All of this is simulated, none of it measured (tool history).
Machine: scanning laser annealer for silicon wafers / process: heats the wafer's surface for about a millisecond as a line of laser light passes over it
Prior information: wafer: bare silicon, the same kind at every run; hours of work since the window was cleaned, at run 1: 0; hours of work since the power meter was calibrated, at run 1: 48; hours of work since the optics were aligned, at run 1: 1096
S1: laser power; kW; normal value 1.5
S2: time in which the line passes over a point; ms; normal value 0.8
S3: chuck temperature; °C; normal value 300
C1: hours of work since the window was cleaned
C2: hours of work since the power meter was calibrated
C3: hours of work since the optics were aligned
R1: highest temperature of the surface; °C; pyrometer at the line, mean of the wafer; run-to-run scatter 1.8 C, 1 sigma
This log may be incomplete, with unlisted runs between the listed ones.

run,hour,S1,S2,S3,C1,C2,C3,R1
1,0,1.5,0.8,300,0,48,1096,1069
2,36.3,1.5,0.8,300,28,76,1124,1067
3,90.2,1.5,0.8,300,69,118,1165,1068
4,128.2,1.5,0.8,300,98,147,1194,1070
5,164.2,1.5,0.8,300,126,174,1222,1071
6,204.3,1.5,0.8,300,156,205,1253,1068
7,240.5,1.5,0.8,300,184,233,1280,1072
8,289.1,1.5,0.8,300,221,270,1318,1067
9,316.6,1.5,0.8,300,242,291,1339,1069
10,356.4,1.367,0.8,300,273,321,1369,997
11,385.1,1.5,0.8,300,295,343,1391,1067
12,410.6,1.5,0.8,300,314,363,1411,1068
13,441.6,1.5,0.8,300,338,386,1434,1069
# hour 473.2: optics aligned, line set to its width
14,488.9,1.5,0.8,300,370,419,12,1068
15,521,1.429,0.8,300,395,443,37,1028
16,577.8,1.5,0.8,301,438,487,80,1072
17,621.4,1.422,0.8,300,472,520,113,1026
18,646,1.422,0.8,300,491,539,132,1027
19,672.4,1.642,0.8,300,511,559,152,1144
# hour 711.7: window over the wafer cleaned
20,719.4,1.5,0.8,300,6,594,187,1066
21,759.8,1.478,0.636,302,37,625,218,961
22,790.7,1.511,1,299,60,648,241,1184
23,817.6,1.62,0.963,330,81,669,262,1262
24,842.9,1.62,0.963,330,100,688,281,1263
25,884.8,1.62,0.963,330,132,720,313,1263
26,909.6,1.355,0.785,300,151,739,332,981
27,966.5,1.644,0.976,300,195,783,376,1254
28,1017.3,1.644,0.632,300,234,822,415,1032
29,1073.4,1.617,0.8,290,277,865,458,1123
30,1109.8,1.617,0.928,294,305,893,486,1203
31,1155.6,1.617,0.928,294,340,928,521,1201
32,1208.8,1.617,0.928,294,380,968,561,1202
33,1244.6,1.617,0.928,275,408,996,589,1188
34,1282,1.617,0.928,275,436,1024,617,1186
35,1316.8,1.321,0.928,319,463,1051,644,1052
36,1354.3,1.321,0.91,319,492,1080,673,1042
37,1395,1.321,0.628,319,523,1111,704,901
# hour 1418.7: window over the wafer cleaned
38,1429.7,1.321,0.69,319,8,1136,729,932
39,1482.1,1.321,0.84,319,49,1176,769,1010
40,1525.8,1.59,0.601,300,82,1209,803,987

Hidden state at the last listed run before each entry between runs and at the first one after, where it differs:
Logged between run 13 and run 14: optics aligned, line set to its width (hour 473.2)
  light that passes the window, % of a clean one's: 99.96 -> 99.95; width of the line over the set one, %: 0.04 -> 0
Logged between run 19 and run 20: window over the wafer cleaned (hour 711.7)
  light that passes the window, % of a clean one's: 99.94 -> 100
Logged between run 37 and run 38: window over the wafer cleaned (hour 1418.7)
  light that passes the window, % of a clean one's: 99.94 -> 100
